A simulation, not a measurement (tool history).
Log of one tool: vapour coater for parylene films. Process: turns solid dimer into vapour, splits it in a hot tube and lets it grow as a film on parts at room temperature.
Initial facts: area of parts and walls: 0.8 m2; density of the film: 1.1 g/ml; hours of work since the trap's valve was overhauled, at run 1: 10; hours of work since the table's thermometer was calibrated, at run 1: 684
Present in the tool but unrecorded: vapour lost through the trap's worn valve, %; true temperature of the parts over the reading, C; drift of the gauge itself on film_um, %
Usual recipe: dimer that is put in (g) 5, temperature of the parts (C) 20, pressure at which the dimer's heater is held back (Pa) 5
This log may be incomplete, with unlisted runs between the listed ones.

run   hour  dimer that is put in (g)  temperature of the parts (C)  pressure at which the dimer's heater is held back (Pa)  hours of work since the trap's valve was overhauled  hours of work since the table's thermometer was calibrated  thickness of the film (um)
  1      0                         5                            20                                                       5                                                   10                                                         684                        4.01
  2   18.3                         5                            20                                                       5                                                   24                                                         698                        3.97
  3   36.6                         5                            20                                                       5                                                   38                                                         713                        4.01
  4   56.9                         5                            20                                                       5                                                   54                                                         728                        3.98
  5   74.8                         5                            20                                                       5                                                   68                                                         742                        3.96
  6   95.9                         5                            20                                                       5                                                   84                                                         758                        3.96
  7  121.8                         5                            20                                                       5                                                  104                                                         778                        3.88
  8  147.5                         5                            20                                                    2.25                                                  123                                                         798                        4.54
  9  169.1                         5                            20                                                       5                                                  140                                                         814                        3.85
 10  185.1                         5                            20                                                   10.82                                                  152                                                         827                        3.28
 11  206.9                         5                            13                                                       5                                                  169                                                         844                        4.56
 12    224                         5                            13                                                       5                                                  182                                                         857                        4.49
 13  240.4                         5                            20                                                       5                                                  195                                                         869                        3.76
 14  264.1                         5                            20                                                       5                                                  213                                                         888                        3.77
 15  278.2                         5                            20                                                       5                                                  224                                                         898                        3.74
 16  289.2                         5                            20                                                       5                                                  233                                                         907                        3.76
 17  304.8                         5                            20                                                       5                                                  245                                                         919                        3.73
 18  328.6                         7                            20                                                       5                                                  263                                                         937                        5.17
 19  349.7                         5                            23                                                       5                                                  279                                                         953                        3.41
 20  367.7                         5                            23                                                       5                                                  293                                                         967                        3.41
 21  379.8                         5                            23                                                       5                                                  302                                                         977                        3.42
 22  393.1                         5                            18                                                       5                                                  312                                                         987                        3.83
 23  418.8                         5                            16                                                       5                                                  332                                                        1007                        4.02
 24    444                         4                            24                                                       5                                                  352                                                        1026                        2.64
     455.8  -- trap's valve overhauled
 25  461.3                         4                            24                                                       5                                                    4                                                        1036                        2.96
 26  480.1                         6                            22                                                    7.89                                                   19                                                        1051                         4.2
 27  491.7                         6                            22                                                    7.89                                                   28                                                        1060                        4.27
 28    512                         6                            22                                                    7.89                                                   43                                                        1075                         4.2
 29  526.4                         6                            22                                                    3.14                                                   54                                                        1086                        5.02
 30  547.5                         5                            14                                                       5                                                   71                                                        1103                        4.53
 31  570.4                         5                            23                                                    9.52                                                   88                                                        1120                        3.24
 32  582.7                         6                            29                                                    6.16                                                   98                                                        1130                        3.69
 33  606.9                         3                            15                                                    9.15                                                  116                                                        1148                        2.36
 34  618.4                         2                            30                                                    4.25                                                  125                                                        1157                        1.28
 35  643.7                         3                            30                                                     6.6                                                  145                                                        1177                        1.76
 36  663.7                         8                            28                                                    9.34                                                  160                                                        1192                        4.55
 37  682.2                         3                            14                                                       5                                                  174                                                        1206                        2.67
 38  693.6                         3                            14                                                       5                                                  183                                                        1215                        2.64
 39    705                         2                            22                                                    4.45                                                  192                                                        1224                        1.49
 40    730                         2                            22                                                   10.18                                                  211                                                        1243                        1.27
 41    752                         2                            15                                                    2.62                                                  228                                                        1260                        1.92
 42  774.3                         5                            17                                                       5                                                  245                                                        1277                        4.04
 43    795                         5                            17                                                       5                                                  261                                                        1293                           4
 44  813.5                         7                            17                                                   10.93                                                  275                                                        1307                        4.79
 45    825                         3                            26                                                    4.85                                                  284                                                        1316                        1.94
 46  836.9                         4                            18                                                       5                                                  293                                                        1325                        3.07

Branching from run 46: 5 alternative next runs. What would each branch give?
  A  861.2                         4                            18                                                    2.49                                                  312                                                        1344                           ?
  B  861.2                         4                            18                                                    2.96                                                  312                                                        1344                           ?
  C  861.2                         5                            13                                                       5                                                  312                                                        1344                           ?
  D  861.2                         5                            18                                                    6.36                                                  312                                                        1344                           ?
  E  861.2                         3                            18                                                   11.14                                                  312                                                        1344                           ?

run  thickness of the film (um)
  A                        3.51
  B                        3.43
  C                        4.31
  D                        3.68
  E                        1.98
Without the tool's unlogged condition, the same runs would have read:
run  thickness of the film (um)
  A                        3.83
  B                        3.74
  C                         4.7
  D                        4.01
  E                        2.16
